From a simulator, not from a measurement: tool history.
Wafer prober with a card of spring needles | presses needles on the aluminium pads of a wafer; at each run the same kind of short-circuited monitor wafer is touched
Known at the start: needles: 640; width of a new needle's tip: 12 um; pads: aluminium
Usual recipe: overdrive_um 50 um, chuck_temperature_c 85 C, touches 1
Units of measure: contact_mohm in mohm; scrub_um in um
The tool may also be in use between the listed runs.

run	hour	overdrive_um	chuck_temperature_c	touches	contact_mohm	scrub_um
1	0	50	85	1	207	8.56
2	9.9	50	85	1	207	8.46
3	23.6	41	85	1	215	6.98
4	38.8	50	85	1	213	8.53
5	48.4	50	85	1	211	8.49
6	56.5	50	85	1	211	8.52
7	63.2	50	85	1	210	8.54
8	76.7	50	85	1	210	8.51
9	89.9	50	85	1	210	8.43
10	99.6	50	85	1	212	8.49
11	113	50	85	1	212	8.46
12	121.8	50	28	1	197	8.47
13	135.5	50	28	1	197	8.49
14	145.9	54	85	1	210	9.09
15	153.7	50	93	1	214	8.51
16	162.2	50	42	1	203	8.5
17	169.6	54	42	1	197	9.2
18	179.3	54	42	1	197	9.18
19	191.2	40	42	2	203	6.71
20	200.6	40	42	2	202	6.77
21	206.7	50	94	2	211	8.4
22	220.2	55	54	1	201	9.35
23	228.6	50	95	2	214	8.49
24	234.7	45	95	1	213	7.63
25	241.4	45	117	1	221	7.65
26	253.4	50	53	3	205	8.5
27	260.4	50	53	3	202	8.53
28	273.9	50	53	3	207	8.44

Between the runs listed above, the log contained 37 entries, not reproduced here. Where in the sequence does each belong, and how does what the log doesn't record of the tool's condition differ from the listed run before to the listed run after?
Run 1 -> run 2: tips cleaned on abrasive film (hour 3.4)
  debris on the tips, nm: 0.3 -> 0.4
Run 2 -> run 3: tips cleaned on abrasive film (hour 10.8); tips cleaned on abrasive film (hour 17.9)
  debris on the tips, nm: 0.4 -> 0.3
Run 3 -> run 4: tips cleaned on abrasive film (hour 25.8); height of the first contact set anew (hour 31.5); tips cleaned on abrasive film (hour 33.8)
  way that the needles fall short of the set height, um: 0.01 -> 0
Run 4 -> run 5: tips cleaned on abrasive film (hour 41.5)
  debris on the tips, nm: 0.3 -> 0.4
Run 5 -> run 6: tips cleaned on abrasive film (hour 49.5)
  no difference in the tool's unlogged condition between these two runs
Run 6 -> run 7: tips cleaned on abrasive film (hour 57.6)
  debris on the tips, nm: 0.4 -> 0.3
Run 7 -> run 8: tips cleaned on abrasive film (hour 65.6); tips cleaned on abrasive film (hour 73.7)
  debris on the tips, nm: 0.3 -> 0.2; tips' diameter, um: 12 -> 12.01
Run 8 -> run 9: tips cleaned on abrasive film (hour 80.9); tips cleaned on abrasive film (hour 89.1)
  debris on the tips, nm: 0.2 -> 0.1
Run 9 -> run 10: tips cleaned on abrasive film (hour 96.5)
  debris on the tips, nm: 0.1 -> 0.2
Run 10 -> run 11: tips cleaned on abrasive film (hour 103.7); tips cleaned on abrasive film (hour 110.9)
  no difference in the tool's unlogged condition between these two runs
Run 11 -> run 12: tips cleaned on abrasive film (hour 118.7)
  debris on the tips, nm: 0.2 -> 0.3
Run 12 -> run 13: tips cleaned on abrasive film (hour 125.8); tips cleaned on abrasive film (hour 133.7)
  debris on the tips, nm: 0.3 -> 0.2
Run 13 -> run 14: tips cleaned on abrasive film (hour 140.9)
  debris on the tips, nm: 0.2 -> 0.3
Run 14 -> run 15: tips cleaned on abrasive film (hour 148.7)
  no difference in the tool's unlogged condition between these two runs
Run 15 -> run 16: tips cleaned on abrasive film (hour 155.9)
  no difference in the tool's unlogged condition between these two runs
Run 16 -> run 17: tips cleaned on abrasive film (hour 163.4)
  debris on the tips, nm: 0.3 -> 0.4
Run 17 -> run 18: tips cleaned on abrasive film (hour 170.7); tips cleaned on abrasive film (hour 178.3)
  debris on the tips, nm: 0.4 -> 0.1
Run 18 -> run 19: tips cleaned on abrasive film (hour 186.6)
  debris on the tips, nm: 0.1 -> 0.3
Run 19 -> run 20: tips cleaned on abrasive film (hour 194)
  debris on the tips, nm: 0.3 -> 0.4; way that the needles fall short of the set height, um: 0 -> 0.01
Run 20 -> run 21: tips cleaned on abrasive film (hour 201.7)
  debris on the tips, nm: 0.4 -> 0.3
Run 21 -> run 22: tips cleaned on abrasive film (hour 208.9); tips cleaned on abrasive film (hour 216.3)
  no difference in the tool's unlogged condition between these two runs
Run 22 -> run 23: tips cleaned on abrasive film (hour 224.3)
  no difference in the tool's unlogged condition between these two runs
Run 23 -> run 24: tips cleaned on abrasive film (hour 231.8)
  debris on the tips, nm: 0.3 -> 0.2
Run 24 -> run 25: tips cleaned on abrasive film (hour 238.9)
  no difference in the tool's unlogged condition between these two runs
Run 25 -> run 26: tips cleaned on abrasive film (hour 246.1); tips cleaned on abrasive film (hour 253.4)
  debris on the tips, nm: 0.2 -> 0
Run 27 -> run 28: tips cleaned on abrasive film (hour 261.3); tips cleaned on abrasive film (hour 269.1)
  no difference in the tool's unlogged condition between these two runs
